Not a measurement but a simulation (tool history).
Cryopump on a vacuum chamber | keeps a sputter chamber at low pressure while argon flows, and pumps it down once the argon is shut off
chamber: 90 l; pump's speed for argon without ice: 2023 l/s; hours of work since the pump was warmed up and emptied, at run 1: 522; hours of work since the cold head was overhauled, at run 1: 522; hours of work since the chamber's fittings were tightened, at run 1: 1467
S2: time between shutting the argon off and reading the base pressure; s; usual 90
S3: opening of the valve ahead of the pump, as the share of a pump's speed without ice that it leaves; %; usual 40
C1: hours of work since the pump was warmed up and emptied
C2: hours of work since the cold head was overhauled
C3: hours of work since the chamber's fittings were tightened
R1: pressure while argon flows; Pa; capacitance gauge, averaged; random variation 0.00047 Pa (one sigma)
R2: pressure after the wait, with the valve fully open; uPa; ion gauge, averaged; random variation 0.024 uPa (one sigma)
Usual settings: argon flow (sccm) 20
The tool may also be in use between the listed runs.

run 1 day=0.000 | argon_flow_(sccm)=20 S2=90 S3=40 | C1=522 C2=522 C3=1467 | R1=0.0444 R2=2.39
run 2 day=0.567 | argon_flow_(sccm)=20 S2=90 S3=40 | C1=534 C2=534 C3=1479 | R1=0.0456 R2=2.44
run 3 day=1.129 | argon_flow_(sccm)=20 S2=90 S3=40 | C1=546 C2=546 C3=1491 | R1=0.0441 R2=2.39
run 4 day=1.496 | argon_flow_(sccm)=20 S2=90 S3=40 | C1=554 C2=554 C3=1498 | R1=0.0440 R2=2.38
run 5 day=1.921 | argon_flow_(sccm)=20 S2=90 S3=40 | C1=563 C2=563 C3=1507 | R1=0.0444 R2=2.41
run 6 day=2.558 | argon_flow_(sccm)=20 S2=90 S3=40 | C1=576 C2=576 C3=1521 | R1=0.0448 R2=2.39
run 7 day=2.962 | argon_flow_(sccm)=20 S2=90 S3=40 | C1=585 C2=585 C3=1530 | R1=0.0442 R2=2.43
run 8 day=3.329 | argon_flow_(sccm)=20 S2=90 S3=40 | C1=593 C2=593 C3=1537 | R1=0.0449 R2=2.42
run 9 day=3.679 | argon_flow_(sccm)=17 S2=90 S3=40 | C1=600 C2=600 C3=1545 | R1=0.0375 R2=2.42
run 10 day=4.321 | argon_flow_(sccm)=17 S2=90 S3=40 | C1=614 C2=614 C3=1558 | R1=0.0381 R2=2.48
run 11 day=4.862 | argon_flow_(sccm)=17 S2=90 S3=49 | C1=625 C2=625 C3=1570 | R1=0.0312 R2=2.48
run 12 day=5.550 | argon_flow_(sccm)=17 S2=90 S3=49 | C1=640 C2=640 C3=1584 | R1=0.0316 R2=2.54
run 13 day=6.092 | argon_flow_(sccm)=33 S2=90 S3=40 | C1=651 C2=651 C3=1596 | R1=0.0750 R2=2.56
run 14 day=6.671 | argon_flow_(sccm)=33 S2=90 S3=40 | C1=663 C2=663 C3=1608 | R1=0.0741 R2=2.56
run 15 day=7.204 | argon_flow_(sccm)=20 S2=122 S3=40 | C1=675 C2=675 C3=1619 | R1=0.0455 R2=2.34
run 16 day=7.558 | argon_flow_(sccm)=20 S2=122 S3=40 | C1=682 C2=682 C3=1627 | R1=0.0450 R2=2.34
run 17 day=8.233 | argon_flow_(sccm)=20 S2=90 S3=36 | C1=697 C2=697 C3=1641 | R1=0.0497 R2=2.59
run 18 day=8.738 | argon_flow_(sccm)=17 S2=90 S3=57 | C1=707 C2=707 C3=1652 | R1=0.0282 R2=2.56
run 19 day=9.104 | argon_flow_(sccm)=16 S2=73 S3=59 | C1=715 C2=715 C3=1660 | R1=0.0256 R2=2.85
run 20 day=9.404 | argon_flow_(sccm)=27 S2=90 S3=40 | C1=721 C2=721 C3=1666 | R1=0.0614 R2=2.66
run 21 day=10.046 | argon_flow_(sccm)=10 S2=21 S3=40 | C1=735 C2=735 C3=1680 | R1=0.0231 R2=4.98
run 22 day=10.538 | argon_flow_(sccm)=38 S2=85 S3=43 | C1=745 C2=745 C3=1690 | R1=0.0808 R2=2.67
run 23 day=10.925 | argon_flow_(sccm)=13 S2=198 S3=30 | C1=754 C2=754 C3=1698 | R1=0.0384 R2=2.27
run 24 day=11.450 | argon_flow_(sccm)=20 S2=98 S3=15 | C1=765 C2=765 C3=1709 | R1=0.1158 R2=2.67
run 25 day=11.850 | argon_flow_(sccm)=16 S2=98 S3=30 | C1=773 C2=773 C3=1718 | R1=0.0482 R2=2.73
run 26 day=12.208 | argon_flow_(sccm)=28 S2=29 S3=40 | C1=781 C2=781 C3=1726 | R1=0.0640 R2=4.28
run 27 day=12.812 | argon_flow_(sccm)=12 S2=47 S3=40 | C1=794 C2=794 C3=1738 | R1=0.0273 R2=3.43
run 28 day=13.471 | argon_flow_(sccm)=12 S2=47 S3=40 | C1=808 C2=808 C3=1752 | R1=0.0276 R2=3.51
run 29 day=13.800 | argon_flow_(sccm)=15 S2=31 S3=40 | C1=814 C2=814 C3=1759 | R1=0.0347 R2=4.16
run 30 day=14.200 | argon_flow_(sccm)=15 S2=31 S3=40 | C1=823 C2=823 C3=1768 | R1=0.0352 R2=4.12
run 31 day=14.546 | argon_flow_(sccm)=15 S2=31 S3=40 | C1=830 C2=830 C3=1775 | R1=0.0348 R2=4.18
run 32 day=14.833 | argon_flow_(sccm)=16 S2=292 S3=41 | C1=836 C2=836 C3=1781 | R1=0.0360 R2=2.32
run 33 day=15.188 | argon_flow_(sccm)=15 S2=163 S3=40 | C1=844 C2=844 C3=1789 | R1=0.0343 R2=2.51
run 34 day=15.825 | argon_flow_(sccm)=12 S2=72 S3=39 | C1=857 C2=857 C3=1802 | R1=0.0282 R2=2.98

Forecast each of these 3 alternatives for the next run:
run A day=16.404 | argon_flow_(sccm)=12 S2=72 S3=20 | C1=870 C2=870 C3=1815 | R1=? R2=?
run B day=16.404 | argon_flow_(sccm)=20 S2=25 S3=52 | C1=870 C2=870 C3=1815 | R1=? R2=?
run C day=16.404 | argon_flow_(sccm)=13 S2=248 S3=34 | C1=870 C2=870 C3=1815 | R1=? R2=?

run=A R1=0.0522 R2=3.10
run=B R1=0.0357 R2=4.55
run=C R1=0.0344 R2=2.40
Without the tool's hidden state the same runs would have given:
run=A R1=0.0496 R2=1.07
run=B R1=0.0313 R2=2.61
run=C R1=0.0316 R2=0.38
